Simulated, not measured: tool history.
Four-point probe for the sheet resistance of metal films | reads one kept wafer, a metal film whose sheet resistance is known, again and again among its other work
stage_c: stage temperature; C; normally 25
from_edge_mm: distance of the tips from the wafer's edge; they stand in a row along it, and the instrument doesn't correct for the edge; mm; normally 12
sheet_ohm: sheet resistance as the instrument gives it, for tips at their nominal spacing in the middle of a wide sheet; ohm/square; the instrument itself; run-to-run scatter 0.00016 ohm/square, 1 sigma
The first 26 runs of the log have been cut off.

run 27 hour=572.1 | stage_c=21 from_edge_mm=5 | sheet_ohm=0.825687
run 28 hour=591.4 | stage_c=19 from_edge_mm=7 | sheet_ohm=0.822235
run 29 hour=613.6 | stage_c=19 from_edge_mm=7 | sheet_ohm=0.822185
run 30 hour=632.5 | stage_c=19 from_edge_mm=7 | sheet_ohm=0.822095
run 31 hour=652.6 | stage_c=19 from_edge_mm=7 | sheet_ohm=0.822674
run 32 hour=668.1 | stage_c=20 from_edge_mm=29 | sheet_ohm=0.8207
run 33 hour=695.5 | stage_c=21 from_edge_mm=32 | sheet_ohm=0.821669
run 34 hour=713 | stage_c=21 from_edge_mm=68 | sheet_ohm=0.82186
run 35 hour=728.6 | stage_c=29 from_edge_mm=7 | sheet_ohm=0.828675
run 36 hour=757.8 | stage_c=29 from_edge_mm=7 | sheet_ohm=0.828749
run 37 hour=776.6 | stage_c=31 from_edge_mm=43 | sheet_ohm=0.827813
run 38 hour=792.6 | stage_c=25 from_edge_mm=29 | sheet_ohm=0.824333
run 39 hour=822.7 | stage_c=25 from_edge_mm=29 | sheet_ohm=0.824528
run 40 hour=852.8 | stage_c=25 from_edge_mm=29 | sheet_ohm=0.824665
run 41 hour=883.2 | stage_c=25 from_edge_mm=29 | sheet_ohm=0.824391
run 42 hour=902.5 | stage_c=22 from_edge_mm=68 | sheet_ohm=0.82285
run 43 hour=923.6 | stage_c=22 from_edge_mm=68 | sheet_ohm=0.82254
run 44 hour=946.1 | stage_c=23 from_edge_mm=48 | sheet_ohm=0.823562
run 45 hour=975.8 | stage_c=23 from_edge_mm=12 | sheet_ohm=0.824189
run 46 hour=1006.7 | stage_c=26 from_edge_mm=8 | sheet_ohm=0.827164

Predict each of these 3 candidate next runs independently; none follows another, all start after run 46:
run A hour=1025.9 | stage_c=23 from_edge_mm=17 | sheet_ohm=?
run B hour=1025.9 | stage_c=19 from_edge_mm=28 | sheet_ohm=?
run C hour=1025.9 | stage_c=25 from_edge_mm=5 | sheet_ohm=?

run=A sheet_ohm=0.824383
run=B sheet_ohm=0.821451
run=C sheet_ohm=0.829317
Without the tool's unlogged condition, the same runs would have read:
run=A sheet_ohm=0.822907
run=B sheet_ohm=0.819957
run=C sheet_ohm=0.827843
